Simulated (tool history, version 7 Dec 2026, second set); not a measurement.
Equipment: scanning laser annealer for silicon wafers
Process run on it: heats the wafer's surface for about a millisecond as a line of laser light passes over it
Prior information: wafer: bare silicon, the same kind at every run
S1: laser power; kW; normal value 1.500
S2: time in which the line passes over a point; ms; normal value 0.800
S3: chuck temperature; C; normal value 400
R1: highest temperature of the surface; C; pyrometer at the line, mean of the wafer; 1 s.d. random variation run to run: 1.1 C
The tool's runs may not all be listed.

run,day,S1,S2,S3,R1
1,0.000,1.500,0.800,400,1166
2,0.279,1.500,0.800,400,1165
3,0.567,1.500,0.887,400,1214
4,1.146,1.500,0.729,400,1126
5,1.654,1.500,0.729,381,1107
6,2.196,1.530,0.800,400,1182
7,2.708,1.530,0.800,400,1183
# day 3.129: window over the wafer cleaned
8,3.150,1.530,0.800,400,1181
9,3.617,1.500,0.800,400,1166
10,3.888,1.500,0.800,400,1165
11,4.138,1.500,0.800,400,1167
12,4.625,1.500,0.800,368,1133
13,4.992,1.500,0.800,368,1132
14,5.429,1.500,0.800,368,1132
15,5.738,1.613,0.800,400,1229
16,6.183,1.443,0.800,430,1163
17,6.550,1.618,0.946,426,1344
18,7.046,1.586,0.946,426,1324
19,7.596,1.529,0.698,400,1122
20,8.083,1.631,0.711,400,1181
21,8.512,1.500,0.736,366,1095
22,8.917,1.500,0.736,366,1094
23,9.158,1.500,0.897,383,1203
24,9.504,1.500,0.800,394,1159
25,9.783,1.529,0.800,400,1183
26,10.367,1.500,0.744,378,1110
27,10.762,1.500,0.932,422,1261
28,11.208,1.500,0.579,400,1031
29,11.496,1.291,0.800,422,1072

Predict each of these 3 candidate next runs independently; none follows another, all start after run 29:
# day 11.929: optics aligned, line set to its width
A,12.171,1.481,0.800,388,?
# day 11.929: optics aligned, line set to its width
B,12.171,1.482,0.800,422,?
# day 11.929: optics aligned, line set to its width
C,12.171,1.383,0.800,416,?

run,R1
A,1144
B,1178
C,1118
Without the tool's hidden state the same runs would have given:
run,R1
A,1144
B,1178
C,1118
